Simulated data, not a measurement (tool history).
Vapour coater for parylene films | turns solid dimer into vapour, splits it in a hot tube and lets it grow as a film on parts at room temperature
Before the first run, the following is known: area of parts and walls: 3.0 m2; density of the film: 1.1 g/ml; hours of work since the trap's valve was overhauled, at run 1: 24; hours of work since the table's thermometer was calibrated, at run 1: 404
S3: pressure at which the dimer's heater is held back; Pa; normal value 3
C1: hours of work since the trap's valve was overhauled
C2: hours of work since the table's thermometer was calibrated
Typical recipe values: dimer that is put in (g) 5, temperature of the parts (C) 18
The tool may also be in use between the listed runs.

run 1 hour=0 | dimer_that_is_put_in_(g)=5 temperature_of_the_parts_(C)=18 S3=3 | C1=24 C2=404 | thickness_of_the_film_(um)=0.95
run 2 hour=17.5 | dimer_that_is_put_in_(g)=5 temperature_of_the_parts_(C)=30 S3=3 | C1=36 C2=416 | thickness_of_the_film_(um)=0.765
run 3 hour=25.3 | dimer_that_is_put_in_(g)=5 temperature_of_the_parts_(C)=30 S3=3 | C1=42 C2=421 | thickness_of_the_film_(um)=0.759
run 4 hour=35.5 | dimer_that_is_put_in_(g)=5 temperature_of_the_parts_(C)=11 S3=3 | C1=49 C2=428 | thickness_of_the_film_(um)=1.066
run 5 hour=44.1 | dimer_that_is_put_in_(g)=5 temperature_of_the_parts_(C)=11 S3=3 | C1=55 C2=434 | thickness_of_the_film_(um)=1.068
run 6 hour=57 | dimer_that_is_put_in_(g)=5 temperature_of_the_parts_(C)=11 S3=3 | C1=64 C2=443 | thickness_of_the_film_(um)=1.056
run 7 hour=67.4 | dimer_that_is_put_in_(g)=5 temperature_of_the_parts_(C)=11 S3=3 | C1=71 C2=451 | thickness_of_the_film_(um)=1.045
run 8 hour=75.3 | dimer_that_is_put_in_(g)=5 temperature_of_the_parts_(C)=11 S3=3 | C1=76 C2=456 | thickness_of_the_film_(um)=1.037
run 9 hour=92 | dimer_that_is_put_in_(g)=5 temperature_of_the_parts_(C)=18 S3=11.34 | C1=88 C2=468 | thickness_of_the_film_(um)=0.733
run 10 hour=103 | dimer_that_is_put_in_(g)=5 temperature_of_the_parts_(C)=18 S3=11.34 | C1=96 C2=475 | thickness_of_the_film_(um)=0.715
run 11 hour=115 | dimer_that_is_put_in_(g)=5 temperature_of_the_parts_(C)=18 S3=3 | C1=104 C2=484 | thickness_of_the_film_(um)=0.914
run 12 hour=126.9 | dimer_that_is_put_in_(g)=5 temperature_of_the_parts_(C)=18 S3=3 | C1=112 C2=492 | thickness_of_the_film_(um)=0.913
run 13 hour=137.6 | dimer_that_is_put_in_(g)=5 temperature_of_the_parts_(C)=18 S3=3 | C1=120 C2=499 | thickness_of_the_film_(um)=0.902
run 14 hour=154.9 | dimer_that_is_put_in_(g)=5 temperature_of_the_parts_(C)=18 S3=4.95 | C1=132 C2=511 | thickness_of_the_film_(um)=0.825
run 15 hour=168.6 | dimer_that_is_put_in_(g)=5 temperature_of_the_parts_(C)=18 S3=4.95 | C1=141 C2=521 | thickness_of_the_film_(um)=0.809
run 16 hour=178.9 | dimer_that_is_put_in_(g)=5 temperature_of_the_parts_(C)=18 S3=4.95 | C1=148 C2=528 | thickness_of_the_film_(um)=0.811
run 17 hour=195.4 | dimer_that_is_put_in_(g)=5 temperature_of_the_parts_(C)=18 S3=4.95 | C1=160 C2=539 | thickness_of_the_film_(um)=0.803
run 18 hour=203.3 | dimer_that_is_put_in_(g)=5 temperature_of_the_parts_(C)=18 S3=3.03 | C1=165 C2=545 | thickness_of_the_film_(um)=0.882
run 19 hour=219.9 | dimer_that_is_put_in_(g)=5 temperature_of_the_parts_(C)=18 S3=3.03 | C1=177 C2=556 | thickness_of_the_film_(um)=0.866
run 20 hour=228.1 | dimer_that_is_put_in_(g)=5 temperature_of_the_parts_(C)=18 S3=3.03 | C1=182 C2=562 | thickness_of_the_film_(um)=0.877
run 21 hour=237.9 | dimer_that_is_put_in_(g)=5 temperature_of_the_parts_(C)=18 S3=3 | C1=189 C2=569 | thickness_of_the_film_(um)=0.875
run 22 hour=252.4 | dimer_that_is_put_in_(g)=5 temperature_of_the_parts_(C)=18 S3=3 | C1=199 C2=579 | thickness_of_the_film_(um)=0.851
run 23 hour=270.6 | dimer_that_is_put_in_(g)=5 temperature_of_the_parts_(C)=13 S3=5.22 | C1=212 C2=591 | thickness_of_the_film_(um)=0.854
run 24 hour=278.1 | dimer_that_is_put_in_(g)=5 temperature_of_the_parts_(C)=13 S3=5.22 | C1=217 C2=596 | thickness_of_the_film_(um)=0.85
run 25 hour=292.8 | dimer_that_is_put_in_(g)=5 temperature_of_the_parts_(C)=23 S3=4.04 | C1=227 C2=607 | thickness_of_the_film_(um)=0.729
-- hour=302.2 trap's valve overhauled
run 26 hour=306.6 | dimer_that_is_put_in_(g)=5 temperature_of_the_parts_(C)=18 S3=2.96 | C1=3 C2=613 | thickness_of_the_film_(um)=0.985
run 27 hour=318.2 | dimer_that_is_put_in_(g)=3 temperature_of_the_parts_(C)=19 S3=3 | C1=11 C2=621 | thickness_of_the_film_(um)=0.563
run 28 hour=332 | dimer_that_is_put_in_(g)=3 temperature_of_the_parts_(C)=19 S3=3 | C1=21 C2=631 | thickness_of_the_film_(um)=0.565
run 29 hour=343.6 | dimer_that_is_put_in_(g)=3 temperature_of_the_parts_(C)=19 S3=3 | C1=29 C2=639 | thickness_of_the_film_(um)=0.57
run 30 hour=359.2 | dimer_that_is_put_in_(g)=8 temperature_of_the_parts_(C)=18 S3=3.08 | C1=39 C2=650 | thickness_of_the_film_(um)=1.5
run 31 hour=369.6 | dimer_that_is_put_in_(g)=8 temperature_of_the_parts_(C)=18 S3=3.08 | C1=47 C2=657 | thickness_of_the_film_(um)=1.499
run 32 hour=382 | dimer_that_is_put_in_(g)=8 temperature_of_the_parts_(C)=18 S3=3.08 | C1=55 C2=665 | thickness_of_the_film_(um)=1.505
run 33 hour=398.9 | dimer_that_is_put_in_(g)=8 temperature_of_the_parts_(C)=18 S3=3.08 | C1=67 C2=677 | thickness_of_the_film_(um)=1.492
run 34 hour=412.9 | dimer_that_is_put_in_(g)=5 temperature_of_the_parts_(C)=13 S3=3 | C1=77 C2=687 | thickness_of_the_film_(um)=1.026
run 35 hour=423.7 | dimer_that_is_put_in_(g)=5 temperature_of_the_parts_(C)=13 S3=3 | C1=84 C2=694 | thickness_of_the_film_(um)=1.017
run 36 hour=433.5 | dimer_that_is_put_in_(g)=7 temperature_of_the_parts_(C)=18 S3=3.05 | C1=91 C2=701 | thickness_of_the_film_(um)=1.29
run 37 hour=446.7 | dimer_that_is_put_in_(g)=7 temperature_of_the_parts_(C)=26 S3=5.88 | C1=100 C2=710 | thickness_of_the_film_(um)=0.996
run 38 hour=457.3 | dimer_that_is_put_in_(g)=7 temperature_of_the_parts_(C)=26 S3=5.88 | C1=107 C2=718 | thickness_of_the_film_(um)=0.988
run 39 hour=469.6 | dimer_that_is_put_in_(g)=2 temperature_of_the_parts_(C)=18 S3=2.07 | C1=116 C2=726 | thickness_of_the_film_(um)=0.39
run 40 hour=485.7 | dimer_that_is_put_in_(g)=2 temperature_of_the_parts_(C)=18 S3=2.07 | C1=127 C2=737 | thickness_of_the_film_(um)=0.374
run 41 hour=499.4 | dimer_that_is_put_in_(g)=5 temperature_of_the_parts_(C)=18 S3=2.01 | C1=136 C2=747 | thickness_of_the_film_(um)=0.968
run 42 hour=509.7 | dimer_that_is_put_in_(g)=8 temperature_of_the_parts_(C)=20 S3=4.57 | C1=144 C2=754 | thickness_of_the_film_(um)=1.294
run 43 hour=527.7 | dimer_that_is_put_in_(g)=3 temperature_of_the_parts_(C)=18 S3=3.13 | C1=156 C2=766 | thickness_of_the_film_(um)=0.527
run 44 hour=536.1 | dimer_that_is_put_in_(g)=3 temperature_of_the_parts_(C)=18 S3=3.76 | C1=162 C2=772 | thickness_of_the_film_(um)=0.511

Some steps in thickness of the film (um) between neighbouring runs. How much of each would the tool show without its hidden state too (settings, what came in, random variation), and how much is left for the hidden state, with any gauge scatter that isn't in both results?
Hidden state at play: vapour lost through the trap's worn valve, %; true temperature of the parts over the reading, C; drift of the gauge itself on film_um, %.
Run 25 -> 26: temperature of the parts (C) 23 -> 18, S3 4.04 -> 2.96, trap's valve overhauled. thickness of the film (um) +0.256: hidden state +0.104, all else +0.152.
Run 29 -> 30: dimer that is put in (g) 3 -> 8, temperature of the parts (C) 19 -> 18, S3 3 -> 3.08. thickness of the film (um) +0.93: hidden state -0.014, all else +0.944.
Run 38 -> 39: dimer that is put in (g) 7 -> 2, temperature of the parts (C) 26 -> 18, S3 5.88 -> 2.07. thickness of the film (um) -0.598: hidden state +0.029, all else -0.627.
Run 40 -> 41: dimer that is put in (g) 2 -> 5, S3 2.07 -> 2.01. thickness of the film (um) +0.594: hidden state -0.041, all else +0.635.
Run 42 -> 43: dimer that is put in (g) 8 -> 3, temperature of the parts (C) 20 -> 18, S3 4.57 -> 3.13. thickness of the film (um) -0.767: hidden state +0.05, all else -0.817.

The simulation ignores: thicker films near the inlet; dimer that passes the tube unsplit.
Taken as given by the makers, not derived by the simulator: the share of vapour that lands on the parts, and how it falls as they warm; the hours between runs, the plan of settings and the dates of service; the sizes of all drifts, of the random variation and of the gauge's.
